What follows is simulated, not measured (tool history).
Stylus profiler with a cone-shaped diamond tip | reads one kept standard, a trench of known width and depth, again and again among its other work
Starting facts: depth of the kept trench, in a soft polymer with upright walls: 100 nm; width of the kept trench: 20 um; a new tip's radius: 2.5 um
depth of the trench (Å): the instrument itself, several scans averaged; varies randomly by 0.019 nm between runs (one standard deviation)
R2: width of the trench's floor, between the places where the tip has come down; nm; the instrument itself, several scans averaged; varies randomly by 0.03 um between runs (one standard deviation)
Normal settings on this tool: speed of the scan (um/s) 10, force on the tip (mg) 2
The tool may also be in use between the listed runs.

Run 1, hour 0: usual settings. Result: depth of the trench (Å) 1013, R2 18240 nm.
Run 2, hour 76.3: usual settings. Result: depth of the trench (Å) 1012.9, R2 18180 nm.
Run 3, hour 144.5: usual settings. Result: depth of the trench (Å) 1012.9, R2 18200 nm.
Run 4, hour 227.5: usual settings. Result: depth of the trench (Å) 1013.2, R2 18150 nm.
Run 5, hour 286.8: usual settings. Result: depth of the trench (Å) 1013.4, R2 18160 nm.
Run 6, hour 374: usual settings but speed of the scan (um/s) 5, force on the tip (mg) 4.06. Result: depth of the trench (Å) 1020.9, R2 18140 nm.
Run 7, hour 468: usual settings but speed of the scan (um/s) 5, force on the tip (mg) 4.06. Result: depth of the trench (Å) 1020.8, R2 18140 nm.
Run 8, hour 527.1: usual settings but speed of the scan (um/s) 16, force on the tip (mg) 0.99. Result: depth of the trench (Å) 1009.2, R2 18020 nm.
Run 9, hour 575: usual settings but speed of the scan (um/s) 32, force on the tip (mg) 0.83. Result: depth of the trench (Å) 1008.1, R2 17890 nm.
Run 10, hour 627.4: usual settings but speed of the scan (um/s) 7, force on the tip (mg) 4.41. Result: depth of the trench (Å) 1022.4, R2 18110 nm.

Below are 4 alternative next runs, each starting from the tool's condition after run 10. Predict each:
Run A, hour 698.8: usual settings but speed of the scan (um/s) 5, force on the tip (mg) 3.47. Result: depth of the trench (Å) ?, R2 ?.
Run B, hour 698.8: usual settings but speed of the scan (um/s) 7, force on the tip (mg) 4.41. Result: depth of the trench (Å) ?, R2 ?.
Run C, hour 698.8: usual settings but speed of the scan (um/s) 3. Result: depth of the trench (Å) ?, R2 ?.
Run D, hour 698.8: usual settings but speed of the scan (um/s) 26, force on the tip (mg) 4.41. Result: depth of the trench (Å) ?, R2 ?.

run  depth of the trench (Å)     R2
  A                   1019.3  18020
  B                   1022.1  18100
  C                   1013.9  18100
  D                   1022.3  18050
What these runs would have given with no unlogged condition in the tool:
run  depth of the trench (Å)     R2
  A                   1017.5  18510
  B                   1020.3  18600
  C                   1012.1  18600
  D                   1020.4  18540
